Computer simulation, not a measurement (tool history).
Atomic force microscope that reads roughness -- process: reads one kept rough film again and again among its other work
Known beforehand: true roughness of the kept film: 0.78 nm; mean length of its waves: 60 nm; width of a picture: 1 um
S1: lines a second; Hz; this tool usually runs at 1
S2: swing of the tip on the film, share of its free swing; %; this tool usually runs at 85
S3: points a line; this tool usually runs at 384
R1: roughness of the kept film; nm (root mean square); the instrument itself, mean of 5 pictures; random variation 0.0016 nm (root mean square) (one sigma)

{"run": 1, "hour": 0.0, "S1": 1, "S2": 85, "S3": 384, "R1": 0.7}
{"run": 2, "hour": 11.0, "S1": 1.87, "S2": 85, "S3": 384, "R1": 0.647}
{"run": 3, "hour": 27.5, "S1": 1.87, "S2": 85, "S3": 384, "R1": 0.646}
{"run": 4, "hour": 44.5, "S1": 1.04, "S2": 85, "S3": 384, "R1": 0.695}
{"run": 5, "hour": 60.4, "S1": 1, "S2": 85, "S3": 384, "R1": 0.698}
{"run": 6, "hour": 70.8, "S1": 1, "S2": 85, "S3": 347, "R1": 0.7}
{"run": 7, "hour": 87.8, "S1": 1, "S2": 85, "S3": 347, "R1": 0.701}
{"run": 8, "hour": 104.3, "S1": 1, "S2": 85, "S3": 347, "R1": 0.698}
{"run": 9, "hour": 119.4, "S1": 1, "S2": 85, "S3": 347, "R1": 0.696}
{"run": 10, "hour": 129.0, "S1": 1, "S2": 85, "S3": 347, "R1": 0.697}
{"run": 11, "hour": 148.8, "S1": 1, "S2": 85, "S3": 347, "R1": 0.697}
{"run": 12, "hour": 163.9, "S1": 1, "S2": 89, "S3": 384, "R1": 0.682}
{"run": 13, "hour": 174.8, "S1": 1, "S2": 89, "S3": 384, "R1": 0.685}
{"run": 14, "hour": 184.0, "S1": 0.9, "S2": 60, "S3": 410, "R1": 0.75}
{"run": 15, "hour": 198.7, "S1": 0.88, "S2": 85, "S3": 509, "R1": 0.703}
{"run": 16, "hour": 210.4, "S1": 0.79, "S2": 77, "S3": 488, "R1": 0.726}
{"run": 17, "hour": 230.1, "S1": 0.79, "S2": 77, "S3": 488, "R1": 0.731}
{"run": 18, "hour": 241.6, "S1": 0.79, "S2": 77, "S3": 488, "R1": 0.726}
{"run": 19, "hour": 255.7, "S1": 0.79, "S2": 77, "S3": 488, "R1": 0.728}
{"run": 20, "hour": 272.1, "S1": 1, "S2": 76, "S3": 710, "R1": 0.719}
{"hour": 279.1, "done": "new tip fitted"}
{"run": 21, "hour": 291.0, "S1": 1, "S2": 85, "S3": 305, "R1": 0.698}
{"run": 22, "hour": 304.2, "S1": 0.96, "S2": 85, "S3": 617, "R1": 0.699}
{"run": 23, "hour": 315.2, "S1": 1, "S2": 84, "S3": 713, "R1": 0.702}
{"run": 24, "hour": 326.4, "S1": 0.96, "S2": 85, "S3": 555, "R1": 0.703}
{"run": 25, "hour": 341.2, "S1": 1.13, "S2": 88, "S3": 541, "R1": 0.681}
{"run": 26, "hour": 350.9, "S1": 1, "S2": 63, "S3": 809, "R1": 0.748}

Branching from run 26: 3 alternative next runs. What would each branch give?
{"run": "A", "hour": 363.2, "S1": 1, "S2": 60, "S3": 809, "R1": "?"}
{"run": "B", "hour": 363.2, "S1": 1, "S2": 85, "S3": 947, "R1": "?"}
{"run": "C", "hour": 363.2, "S1": 1, "S2": 58, "S3": 384, "R1": "?"}

run=A R1=0.751
run=B R1=0.697
run=C R1=0.753
The same runs, with their run-to-run variation unchanged, on a tool lacking any hidden condition would have given:
run=A R1=0.757
run=B R1=0.702
run=C R1=0.759
